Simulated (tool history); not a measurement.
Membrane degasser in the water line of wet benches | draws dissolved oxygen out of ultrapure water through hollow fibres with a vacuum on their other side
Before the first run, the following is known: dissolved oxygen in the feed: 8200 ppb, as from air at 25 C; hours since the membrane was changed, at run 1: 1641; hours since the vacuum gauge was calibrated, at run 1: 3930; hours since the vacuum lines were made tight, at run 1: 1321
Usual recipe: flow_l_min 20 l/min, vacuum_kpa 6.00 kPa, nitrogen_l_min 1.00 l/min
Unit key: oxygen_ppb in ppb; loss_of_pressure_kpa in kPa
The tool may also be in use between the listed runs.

run,hour,flow_l_min,vacuum_kpa,nitrogen_l_min,hours since the membrane was changed,hours since the vacuum gauge was calibrated,hours since the vacuum lines were made tight,oxygen_ppb,loss_of_pressure_kpa
1,0.0,20,6.00,1.00,1641,3930,1321,264.2,56.01
2,47.8,20,6.00,1.00,1689,3978,1369,270.2,55.85
3,103.4,20,6.00,1.00,1744,4033,1425,270.0,55.63
4,135.6,20,6.00,1.38,1777,4066,1457,235.8,56.01
5,204.5,20,6.00,1.00,1845,4134,1526,272.0,55.40
6,238.6,20,6.00,1.00,1880,4169,1560,266.3,56.14
7,301.6,20,6.00,1.00,1943,4231,1623,261.5,55.62
8,331.7,20,6.00,1.00,1973,4262,1653,269.8,55.30
9,394.5,18,6.00,1.00,2035,4324,1716,227.0,50.19
10,449.3,18,6.00,1.00,2090,4379,1771,226.1,49.94
11,486.0,16,6.00,1.00,2127,4416,1807,190.4,44.05
12,527.6,16,6.00,1.00,2169,4457,1849,184.7,44.78
13,567.5,16,6.00,1.00,2209,4497,1889,186.7,44.35
14,626.9,16,6.00,1.00,2268,4557,1948,188.6,44.38
15,667.9,16,6.00,0.80,2309,4598,1989,211.8,44.06
16,717.8,16,6.00,0.80,2359,4648,2039,213.2,44.30
17,751.4,20,7.43,1.00,2392,4681,2073,329.0,55.41
18,820.3,20,11.54,2.21,2461,4750,2142,318.9,55.17
19,870.2,14,6.00,1.00,2511,4800,2192,150.6,38.60
20,910.0,14,6.00,1.00,2551,4840,2231,152.5,38.73
# hour 936.1: vacuum gauge calibrated
21,943.7,14,6.00,1.00,2584,8,2265,152.7,38.39
22,1003.6,28,6.00,1.00,2644,67,2324,448.4,76.73
23,1067.5,30,10.46,1.00,2708,131,2388,741.3,82.40
24,1132.3,30,5.41,1.00,2773,196,2453,455.8,82.36
25,1165.6,30,5.41,1.00,2806,230,2486,454.9,82.47
26,1210.4,19,6.00,2.76,2851,274,2531,178.1,52.29
27,1252.3,19,6.00,2.76,2893,316,2573,178.3,52.12
28,1316.6,16,5.55,0.86,2957,381,2637,185.4,43.80
29,1350.0,20,13.57,2.21,2990,414,2671,361.8,54.69
30,1418.7,15,13.57,0.46,3059,483,2740,730.6,41.31
31,1450.5,15,13.57,0.46,3091,514,2771,722.5,41.12

Forecast each of these 5 alternatives for the next run:
A,1485.7,20,6.00,1.51,3126,550,2807,?,?
B,1485.7,20,4.77,1.00,3126,550,2807,?,?
C,1485.7,28,10.22,1.00,3126,550,2807,?,?
D,1485.7,26,4.33,2.31,3126,550,2807,?,?
E,1485.7,19,4.67,1.26,3126,550,2807,?,?

run,oxygen_ppb,loss_of_pressure_kpa
A,232.4,54.86
B,214.6,54.69
C,657.2,77.12
D,280.3,71.33
E,181.7,51.81
Without the tool's hidden state the same runs would have given:
run,oxygen_ppb,loss_of_pressure_kpa
A,232.2,55.84
B,214.4,55.67
C,657.0,78.50
D,280.1,72.61
E,181.5,52.74

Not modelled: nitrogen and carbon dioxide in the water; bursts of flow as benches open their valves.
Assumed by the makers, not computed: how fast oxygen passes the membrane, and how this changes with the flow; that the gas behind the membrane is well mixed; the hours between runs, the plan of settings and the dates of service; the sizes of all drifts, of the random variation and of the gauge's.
